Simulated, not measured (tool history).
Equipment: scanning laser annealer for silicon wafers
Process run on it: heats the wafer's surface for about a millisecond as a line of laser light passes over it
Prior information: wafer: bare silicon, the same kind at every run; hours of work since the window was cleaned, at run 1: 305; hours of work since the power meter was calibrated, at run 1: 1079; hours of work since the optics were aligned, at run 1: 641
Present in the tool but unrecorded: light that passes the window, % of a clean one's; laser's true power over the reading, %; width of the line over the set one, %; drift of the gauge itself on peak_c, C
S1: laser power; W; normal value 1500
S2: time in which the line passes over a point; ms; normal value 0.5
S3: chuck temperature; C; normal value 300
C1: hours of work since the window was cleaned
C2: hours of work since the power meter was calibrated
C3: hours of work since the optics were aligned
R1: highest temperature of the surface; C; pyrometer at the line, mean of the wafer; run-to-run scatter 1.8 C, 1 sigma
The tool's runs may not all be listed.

{"run": 1, "day": 0.0, "S1": 1500, "S2": 0.5, "S3": 300, "C1": 305, "C2": 1079, "C3": 641, "R1": 1017}
{"run": 2, "day": 1.954, "S1": 1500, "S2": 0.516, "S3": 300, "C1": 335, "C2": 1109, "C3": 671, "R1": 1024}
{"day": 3.479, "done": "window over the wafer cleaned"}
{"day": 5.429, "done": "optics aligned, line set to its width"}
{"run": 3, "day": 5.429, "S1": 1500, "S2": 0.5, "S3": 300, "C1": 26, "C2": 1157, "C3": 0, "R1": 1029}
{"run": 4, "day": 6.962, "S1": 1500, "S2": 0.5, "S3": 300, "C1": 50, "C2": 1180, "C3": 23, "R1": 1028}
{"run": 5, "day": 8.521, "S1": 1500, "S2": 0.5, "S3": 300, "C1": 73, "C2": 1204, "C3": 47, "R1": 1025}
{"run": 6, "day": 10.667, "S1": 1500, "S2": 0.5, "S3": 300, "C1": 106, "C2": 1236, "C3": 79, "R1": 1022}
{"run": 7, "day": 13.725, "S1": 1500, "S2": 0.5, "S3": 300, "C1": 152, "C2": 1283, "C3": 126, "R1": 1016}
{"run": 8, "day": 15.962, "S1": 1500, "S2": 0.5, "S3": 300, "C1": 186, "C2": 1317, "C3": 160, "R1": 1012}
{"run": 9, "day": 18.154, "S1": 1500, "S2": 0.5, "S3": 300, "C1": 219, "C2": 1350, "C3": 193, "R1": 1010}
{"day": 19.488, "done": "optics aligned, line set to its width, once more"}
{"run": 10, "day": 20.842, "S1": 1307, "S2": 0.5, "S3": 300, "C1": 257, "C2": 1387, "C3": 20, "R1": 907}
{"run": 11, "day": 23.3, "S1": 1307, "S2": 0.5, "S3": 300, "C1": 294, "C2": 1425, "C3": 58, "R1": 904}
{"run": 12, "day": 25.358, "S1": 1307, "S2": 0.5, "S3": 300, "C1": 325, "C2": 1456, "C3": 89, "R1": 899}
{"run": 13, "day": 27.183, "S1": 1307, "S2": 0.54, "S3": 300, "C1": 353, "C2": 1484, "C3": 117, "R1": 922}
{"day": 27.446, "done": "window over the wafer cleaned"}
{"run": 14, "day": 28.817, "S1": 1307, "S2": 0.54, "S3": 300, "C1": 21, "C2": 1507, "C3": 140, "R1": 946}
{"run": 15, "day": 30.533, "S1": 1307, "S2": 0.54, "S3": 300, "C1": 47, "C2": 1533, "C3": 166, "R1": 940}
{"run": 16, "day": 33.388, "S1": 1307, "S2": 0.54, "S3": 300, "C1": 90, "C2": 1576, "C3": 209, "R1": 940}
{"run": 17, "day": 36.225, "S1": 1500, "S2": 0.418, "S3": 300, "C1": 133, "C2": 1619, "C3": 252, "R1": 973}
{"run": 18, "day": 39.496, "S1": 1500, "S2": 0.418, "S3": 300, "C1": 183, "C2": 1669, "C3": 302, "R1": 971}
{"run": 19, "day": 42.025, "S1": 1500, "S2": 0.418, "S3": 300, "C1": 221, "C2": 1707, "C3": 340, "R1": 967}
{"run": 20, "day": 44.712, "S1": 1587, "S2": 0.5, "S3": 300, "C1": 262, "C2": 1748, "C3": 381, "R1": 1067}
{"run": 21, "day": 46.283, "S1": 1587, "S2": 0.5, "S3": 300, "C1": 285, "C2": 1772, "C3": 405, "R1": 1067}
{"run": 22, "day": 48.45, "S1": 1616, "S2": 0.469, "S3": 336, "C1": 318, "C2": 1805, "C3": 438, "R1": 1098}
{"day": 51.146, "done": "window over the wafer cleaned"}
{"run": 23, "day": 51.658, "S1": 1616, "S2": 0.469, "S3": 336, "C1": 8, "C2": 1852, "C3": 485, "R1": 1121}
{"run": 24, "day": 53.783, "S1": 1616, "S2": 0.469, "S3": 336, "C1": 40, "C2": 1884, "C3": 517, "R1": 1118}
{"run": 25, "day": 55.758, "S1": 1616, "S2": 0.469, "S3": 336, "C1": 70, "C2": 1914, "C3": 547, "R1": 1116}
{"run": 26, "day": 58.946, "S1": 1560, "S2": 0.449, "S3": 311, "C1": 118, "C2": 1962, "C3": 596, "R1": 1036}
{"run": 27, "day": 61.575, "S1": 1500, "S2": 0.5, "S3": 340, "C1": 158, "C2": 2002, "C3": 635, "R1": 1061}
{"run": 28, "day": 63.717, "S1": 1649, "S2": 0.432, "S3": 340, "C1": 191, "C2": 2035, "C3": 668, "R1": 1095}
{"run": 29, "day": 65.446, "S1": 1649, "S2": 0.432, "S3": 340, "C1": 217, "C2": 2061, "C3": 694, "R1": 1096}
{"day": 67.508, "done": "optics aligned, line set to its width"}
{"run": 30, "day": 68.908, "S1": 1280, "S2": 0.388, "S3": 285, "C1": 266, "C2": 2110, "C3": 21, "R1": 812}
{"run": 31, "day": 70.992, "S1": 1280, "S2": 0.388, "S3": 285, "C1": 298, "C2": 2142, "C3": 53, "R1": 807}
{"run": 32, "day": 73.762, "S1": 1570, "S2": 0.354, "S3": 302, "C1": 340, "C2": 2184, "C3": 95, "R1": 947}
{"day": 74.829, "done": "window over the wafer cleaned"}
{"run": 33, "day": 75.408, "S1": 1626, "S2": 0.5, "S3": 334, "C1": 9, "C2": 2207, "C3": 118, "R1": 1152}
{"run": 34, "day": 77.104, "S1": 1626, "S2": 0.387, "S3": 334, "C1": 34, "C2": 2233, "C3": 144, "R1": 1059}
{"run": 35, "day": 79.842, "S1": 1500, "S2": 0.5, "S3": 267, "C1": 76, "C2": 2275, "C3": 186, "R1": 1001}
{"run": 36, "day": 82.438, "S1": 1361, "S2": 0.391, "S3": 267, "C1": 115, "C2": 2314, "C3": 225, "R1": 839}
{"run": 37, "day": 85.712, "S1": 1625, "S2": 0.5, "S3": 300, "C1": 165, "C2": 2364, "C3": 275, "R1": 1101}
{"run": 38, "day": 88.821, "S1": 1625, "S2": 0.5, "S3": 300, "C1": 212, "C2": 2411, "C3": 322, "R1": 1092}
{"run": 39, "day": 92.071, "S1": 1625, "S2": 0.5, "S3": 300, "C1": 261, "C2": 2460, "C3": 371, "R1": 1088}
{"run": 40, "day": 94.283, "S1": 1625, "S2": 0.5, "S3": 300, "C1": 295, "C2": 2494, "C3": 405, "R1": 1086}
{"run": 41, "day": 95.712, "S1": 1625, "S2": 0.5, "S3": 300, "C1": 317, "C2": 2515, "C3": 426, "R1": 1082}

Here are 3 independent what-if runs from the current tool condition. What would each one return?
{"run": "A", "day": 97.946, "S1": 1312, "S2": 0.453, "S3": 279, "C1": 350, "C2": 2549, "C3": 460, "R1": "?"}
{"run": "B", "day": 97.946, "S1": 1625, "S2": 0.5, "S3": 276, "C1": 350, "C2": 2549, "C3": 460, "R1": "?"}
{"run": "C", "day": 97.946, "S1": 1500, "S2": 0.519, "S3": 300, "C1": 350, "C2": 2549, "C3": 460, "R1": "?"}

run=A R1=848
run=B R1=1059
run=C R1=1014
Without the tool's hidden state the same runs would have given:
run=A R1=889
run=B R1=1115
run=C R1=1065
